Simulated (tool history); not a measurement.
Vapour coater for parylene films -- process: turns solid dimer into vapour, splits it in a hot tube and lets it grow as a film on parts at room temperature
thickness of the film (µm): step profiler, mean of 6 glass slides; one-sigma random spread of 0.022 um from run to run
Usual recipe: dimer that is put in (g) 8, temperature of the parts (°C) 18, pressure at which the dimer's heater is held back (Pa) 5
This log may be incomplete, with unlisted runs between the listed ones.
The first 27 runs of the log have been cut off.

run    hour  dimer that is put in (g)  temperature of the parts (°C)  pressure at which the dimer's heater is held back (Pa)  thickness of the film (µm)
 28   800.2                         5                             18                                                    8.28                        1.42
      835.2  -- table's thermometer calibrated, once more
 29   837.9                         5                             18                                                    8.28                        1.41
 30   872.5                         5                             18                                                    2.48                        1.55
 31   904.1                         5                             11                                                     2.2                        1.97
 32   943.1                         8                             13                                                       5                        2.75
 33   978.6                         7                             24                                                    4.85                        1.64
 34  1008.9                         7                             24                                                    4.85                        1.64
 35  1038.5                         7                             24                                                    4.85                        1.62
 36  1073.3                         8                             22                                                     8.3                         1.9
 37  1096.8                         6                             12                                                     8.3                        1.98
 38  1114.7                         3                             18                                                    5.27                        0.83
 39  1145.2                         3                             18                                                    5.27                        0.86
 40    1178                         3                             18                                                    5.27                        0.84
 41    1213                        14                             17                                                   11.59                        3.73
 42  1229.8                         8                             22                                                       5                        1.88
 43  1252.8                         8                             22                                                       5                        1.93
 44    1270                         7                             18                                                       5                         1.9
     1300.5  -- trap's valve overhauled
 45  1311.6                         8                             15                                                    7.29                         2.7
 46  1334.3                         5                             10                                                    7.29                        1.97
 47  1365.2                         6                             10                                                    3.97                        2.51

Alternative continuations, all from the tool just after run 47; predict every row:
  A  1382.7                        11                             18                                                       5                           ?
  B  1382.7                         8                             27                                                       5                           ?
  C  1382.7                        12                             10                                                     2.7                           ?
  D  1382.7                        10                             29                                                    2.05                           ?

run  thickness of the film (µm)
  A                        3.39
  B                        1.83
  C                        5.15
  D                        2.27
Take away the tool's hidden state, keep each run's random variation, and the runs would have read:
run  thickness of the film (µm)
  A                        3.47
  B                        1.87
  C                        5.28
  D                        2.32

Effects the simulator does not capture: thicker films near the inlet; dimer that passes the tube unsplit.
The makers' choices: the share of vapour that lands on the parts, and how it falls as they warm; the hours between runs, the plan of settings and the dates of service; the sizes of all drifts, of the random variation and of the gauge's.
